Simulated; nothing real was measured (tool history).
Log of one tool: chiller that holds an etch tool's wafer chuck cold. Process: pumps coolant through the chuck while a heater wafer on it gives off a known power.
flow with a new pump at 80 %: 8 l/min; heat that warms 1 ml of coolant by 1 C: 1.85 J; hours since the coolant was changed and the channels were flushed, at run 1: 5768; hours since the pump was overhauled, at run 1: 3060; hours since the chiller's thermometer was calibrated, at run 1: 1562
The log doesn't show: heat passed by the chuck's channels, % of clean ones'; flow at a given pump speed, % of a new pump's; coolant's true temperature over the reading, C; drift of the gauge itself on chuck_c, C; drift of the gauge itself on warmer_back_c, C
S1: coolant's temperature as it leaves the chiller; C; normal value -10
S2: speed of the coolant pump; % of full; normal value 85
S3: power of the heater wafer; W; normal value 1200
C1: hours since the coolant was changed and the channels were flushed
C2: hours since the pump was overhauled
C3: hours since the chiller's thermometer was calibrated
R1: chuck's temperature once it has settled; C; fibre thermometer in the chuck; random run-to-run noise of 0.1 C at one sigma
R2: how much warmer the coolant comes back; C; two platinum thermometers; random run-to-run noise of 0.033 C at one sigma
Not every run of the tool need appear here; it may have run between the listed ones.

| run | hour | S1 | S2 | S3 | C1 | C2 | C3 | R1 | R2 |
|---|---|---|---|---|---|---|---|---|---|
| 1 | 0 | -10 | 85 | 1200 | 5768 | 3060 | 1562 | -2.1 | 4.56 |
| 2 | 51 | -10 | 85 | 1200 | 5819 | 3111 | 1613 | -2 | 4.57 |
| 3 | 125.5 | -10 | 89 | 1200 | 5894 | 3185 | 1687 | -2.4 | 4.35 |
| 4 | 200.7 | -10 | 89 | 1200 | 5969 | 3260 | 1762 | -2.4 | 4.39 |
| 5 | 280.9 | -10 | 85 | 1200 | 6049 | 3340 | 1843 | -2.2 | 4.6 |
| 6 | 332.5 | -10 | 85 | 1200 | 6101 | 3392 | 1894 | -2.2 | 4.63 |
| 7 | 382.1 | -10 | 85 | 1200 | 6150 | 3442 | 1944 | -2 | 4.61 |
| 8 | 440.8 | -10 | 85 | 1200 | 6209 | 3500 | 2002 | -2.2 | 4.69 |
| 9 | 497.9 | -10 | 92 | 1200 | 6266 | 3557 | 2060 | -2.5 | 4.28 |
| 10 | 545.4 | -10 | 92 | 1200 | 6314 | 3605 | 2107 | -2.6 | 4.3 |
|  | 578.2 | chiller's thermometer calibrated |
| 11 | 600.1 | -10 | 92 | 1200 | 6367 | 3659 | 22 | -2.3 | 4.39 |
| 12 | 644.1 | -10 | 92 | 1200 | 6411 | 3703 | 66 | -2.4 | 4.24 |
| 13 | 712.4 | -19 | 67 | 1300 | 6480 | 3771 | 134 | -8.8 | 6.52 |
| 14 | 767.5 | -4 | 85 | 1177 | 6535 | 3826 | 189 | 3.6 | 4.61 |
| 15 | 836.6 | -2 | 75 | 1177 | 6604 | 3895 | 258 | 6.5 | 5.26 |
| 16 | 875.9 | -15 | 85 | 1200 | 6643 | 3934 | 298 | -7.1 | 4.79 |
| 17 | 954 | -16 | 85 | 1327 | 6721 | 4013 | 376 | -7.1 | 5.22 |
| 18 | 999.1 | -16 | 63 | 1327 | 6766 | 4058 | 421 | -5.1 | 7.17 |
|  | 1022.1 | gauge calibrated |
| 19 | 1039.4 | -16 | 63 | 1327 | 6807 | 4098 | 461 | -4.9 | 7 |
| 20 | 1113.5 | -16 | 63 | 1327 | 6881 | 4172 | 535 | -5.1 | 6.99 |
| 21 | 1164.3 | -12 | 100 | 1183 | 6931 | 4223 | 586 | -5.2 | 3.82 |

Results per run with the tool's hidden condition removed, run-to-run variation unchanged:
| run | R2 |
|---|---|
| 1 | 4.56 |
| 2 | 4.56 |
| 3 | 4.32 |
| 4 | 4.35 |
| 5 | 4.54 |
| 6 | 4.57 |
| 7 | 4.54 |
| 8 | 4.61 |
| 9 | 4.18 |
| 10 | 4.19 |
| 11 | 4.27 |
| 12 | 4.12 |
| 13 | 6.38 |
| 14 | 4.46 |
| 15 | 5.1 |
| 16 | 4.62 |
| 17 | 5.04 |
| 18 | 6.98 |
| 19 | 6.98 |
| 20 | 6.97 |
| 21 | 3.79 |
R1 without the hidden state stays within 0.1 C of what was measured, in all runs.

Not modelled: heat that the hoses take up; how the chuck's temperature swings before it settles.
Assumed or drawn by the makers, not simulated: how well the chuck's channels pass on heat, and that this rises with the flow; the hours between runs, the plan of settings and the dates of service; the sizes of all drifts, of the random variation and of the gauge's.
